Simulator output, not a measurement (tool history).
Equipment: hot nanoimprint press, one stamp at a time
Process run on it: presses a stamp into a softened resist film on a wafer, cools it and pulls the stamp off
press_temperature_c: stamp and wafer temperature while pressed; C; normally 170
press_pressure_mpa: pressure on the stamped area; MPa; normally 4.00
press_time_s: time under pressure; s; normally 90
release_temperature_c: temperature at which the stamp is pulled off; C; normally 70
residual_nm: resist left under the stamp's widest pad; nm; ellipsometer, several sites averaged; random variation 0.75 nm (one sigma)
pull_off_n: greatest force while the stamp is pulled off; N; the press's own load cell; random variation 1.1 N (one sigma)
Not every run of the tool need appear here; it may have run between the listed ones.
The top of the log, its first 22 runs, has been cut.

At day 7.446: stamp cleaned and given a new release coat.
Run 23, day 7.558: usual settings but press_temperature_c 171 C, press_pressure_mpa 4.91 MPa, press_time_s 82 s, release_temperature_c 69 C. Result: residual_nm 135.8 nm, pull_off_n 122 N.
Run 24, day 7.988: usual settings but release_temperature_c 75 C. Result: residual_nm 155.0 nm, pull_off_n 108 N.
Run 25, day 8.179: usual settings but press_temperature_c 169 C, press_pressure_mpa 3.46 MPa, release_temperature_c 72 C. Result: residual_nm 173.2 nm, pull_off_n 113 N.
Run 26, day 8.442: usual settings but press_temperature_c 169 C, press_pressure_mpa 3.46 MPa, release_temperature_c 72 C. Result: residual_nm 173.8 nm, pull_off_n 115 N.
Run 27, day 8.821: usual settings but press_temperature_c 169 C, press_pressure_mpa 3.46 MPa, release_temperature_c 72 C. Result: residual_nm 173.7 nm, pull_off_n 114 N.
Run 28, day 9.042: usual settings but press_temperature_c 166 C, press_pressure_mpa 3.59 MPa, release_temperature_c 71 C. Result: residual_nm 188.4 nm, pull_off_n 117 N.
Run 29, day 9.300: usual settings but press_temperature_c 160 C, press_pressure_mpa 3.49 MPa, press_time_s 61 s, release_temperature_c 64 C. Result: residual_nm 247.9 nm, pull_off_n 137 N.
Run 30, day 9.562: usual settings but press_temperature_c 171 C, release_temperature_c 69 C. Result: residual_nm 149.4 nm, pull_off_n 124 N.
Run 31, day 9.758: usual settings but press_temperature_c 171 C, release_temperature_c 69 C. Result: residual_nm 149.8 nm, pull_off_n 125 N.

Each row is a separate what-if for the run after 31, all from the same tool condition, not one after another. Results?
Run A, day 10.138: usual settings but press_temperature_c 172 C, press_pressure_mpa 4.78 MPa, press_time_s 110 s. Result: residual_nm ?, pull_off_n ?.
Run B, day 10.138: usual settings but press_pressure_mpa 2.49 MPa. Result: residual_nm ?, pull_off_n ?.
Run C, day 10.138: usual settings but press_temperature_c 171 C, press_time_s 57 s, release_temperature_c 69 C. Result: residual_nm ?, pull_off_n ?.

run  residual_nm  pull_off_n
  A        122.1         123
  B        194.9         124
  C        171.4         126
The same runs, with their run-to-run variation unchanged, on a tool lacking any hidden condition would have given:
run  residual_nm  pull_off_n
  A        120.9         119
  B        194.2         120
  C        170.3         122
